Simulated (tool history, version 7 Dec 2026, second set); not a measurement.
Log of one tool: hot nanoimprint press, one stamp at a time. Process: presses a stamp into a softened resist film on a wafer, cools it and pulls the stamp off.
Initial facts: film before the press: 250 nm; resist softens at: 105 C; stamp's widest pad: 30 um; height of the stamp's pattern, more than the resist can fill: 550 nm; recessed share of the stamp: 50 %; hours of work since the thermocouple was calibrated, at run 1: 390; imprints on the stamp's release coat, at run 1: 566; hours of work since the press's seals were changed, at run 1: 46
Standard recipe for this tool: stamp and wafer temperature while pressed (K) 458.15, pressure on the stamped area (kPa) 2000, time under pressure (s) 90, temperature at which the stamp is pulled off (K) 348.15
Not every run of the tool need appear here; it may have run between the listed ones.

run	hour	stamp and wafer temperature while pressed (K)	pressure on the stamped area (kPa)	time under pressure (s)	temperature at which the stamp is pulled off (K)	hours of work since the thermocouple was calibrated	imprints on the stamp's release coat	hours of work since the press's seals were changed	resist left under the stamp's widest pad (Å)	greatest force while the stamp is pulled off (N)
1	0.0	458.15	2000	90	348.15	390	566	46	956	131
2	69.7	458.15	2000	90	348.15	431	691	86	953	125
# hour 132.6: plate thermocouple calibrated
3	136.9	458.15	2000	90	348.15	2	806	123	972	129
4	225.0	458.15	2000	90	348.15	54	964	175	966	128
# hour 295.3: stamp cleaned and given a new release coat
5	296.0	458.15	2000	130	348.15	91	1	212	826	135
6	384.8	458.15	2000	130	348.15	143	160	264	831	126
7	453.2	458.15	2000	130	348.15	183	283	304	829	128
8	519.3	458.15	2000	130	348.15	221	401	342	833	131
9	575.4	458.15	2000	130	348.15	254	502	375	830	130
10	649.8	458.15	2000	130	348.15	297	635	418	831	133
11	685.8	458.15	2000	90	348.15	318	699	439	965	128
12	733.0	458.15	2000	90	348.15	345	784	466	963	126
13	812.4	458.15	2000	90	348.15	391	926	512	951	129
14	856.0	458.15	2000	90	348.15	417	1004	538	955	126
# hour 903.1: stamp cleaned and given a new release coat
15	915.8	458.15	2000	90	348.15	448	23	569	962	127
# hour 944.3: plate thermocouple calibrated
16	984.9	458.15	2530	90	348.15	24	141	607	853	127
17	1061.6	458.15	2530	90	348.15	68	279	652	856	131
18	1112.6	457.15	1270	90	348.15	98	370	682	1234	128
19	1155.4	457.15	1270	90	348.15	123	447	706	1242	126
20	1216.6	457.15	1640	67	348.15	158	556	742	1228	127
21	1269.2	458.15	2000	90	334.15	189	650	773	965	161
22	1318.0	458.15	2000	90	338.15	217	738	801	975	157
23	1360.9	458.15	2410	46	348.15	242	815	826	1115	129
24	1436.0	458.15	2410	46	348.15	286	949	869	1108	130
25	1502.5	455.15	1870	86	348.15	324	1068	908	1107	137
# hour 1516.6: stamp cleaned and given a new release coat
26	1578.2	455.15	1870	86	348.15	365	110	949	1111	126
27	1614.1	455.15	1870	86	348.15	386	174	969	1111	128
28	1687.5	455.15	1870	86	348.15	428	306	1012	1103	130
# hour 1750.2: plate thermocouple calibrated
29	1779.2	459.15	1870	86	348.15	17	465	1064	997	131

Run 30 comes next. What will it give?
30	1826.9	459.15	1870	86	348.15	45	550	1091	?	?

Run 30 produced resist left under the stamp's widest pad (Å) 981, greatest force while the stamp is pulled off (N) 129.
The same run, on a tool lacking any hidden state, would have yielded resist left under the stamp's widest pad (Å) 979, greatest force while the stamp is pulled off (N) 128.
